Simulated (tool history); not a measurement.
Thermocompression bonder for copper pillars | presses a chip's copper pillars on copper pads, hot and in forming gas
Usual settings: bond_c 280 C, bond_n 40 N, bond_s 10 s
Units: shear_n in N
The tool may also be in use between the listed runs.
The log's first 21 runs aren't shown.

run,hour,bond_c,bond_n,bond_s,shear_n
22,555.2,303,33,19,62.4
23,580.7,306,59,8,74.2
# hour 590.1: forming gas filter changed
24,612.3,268,49,6,34.8
# hour 629.2: gauge calibrated
25,632.5,296,28,6,31.6
# hour 637.1: force cell calibrated
26,657.8,270,55,12,50.9
27,692.2,270,55,12,51.4
28,715.2,270,55,12,51.2
29,730.7,270,55,12,51
30,754.7,270,55,12,51.1
31,779.8,273,54,13,54.3
32,805,273,54,13,54.5
# hour 828.8: heater calibrated with a thermocouple chip
33,843.7,264,40,27,48
34,871.7,308,52,14,79.9
# hour 888.4: forming gas filter changed
35,904.4,275,28,5,20.8
36,942.1,295,40,7,46
37,957.5,297,40,8,50.3
38,980.1,299,40,10,55.5

4 ways to go on from here, each from the tool as it stands after run 38. What would each give?
A,1010.4,264,43,9,?
B,1010.4,289,56,10,?
C,1010.4,295,25,22,?
D,1010.4,304,25,10,?

run,shear_n
A,33.8
B,63.4
C,47.5
D,39.9
Without the tool's hidden state the same runs would have given:
run,shear_n
A,33.4
B,62.7
C,46.9
D,39.5
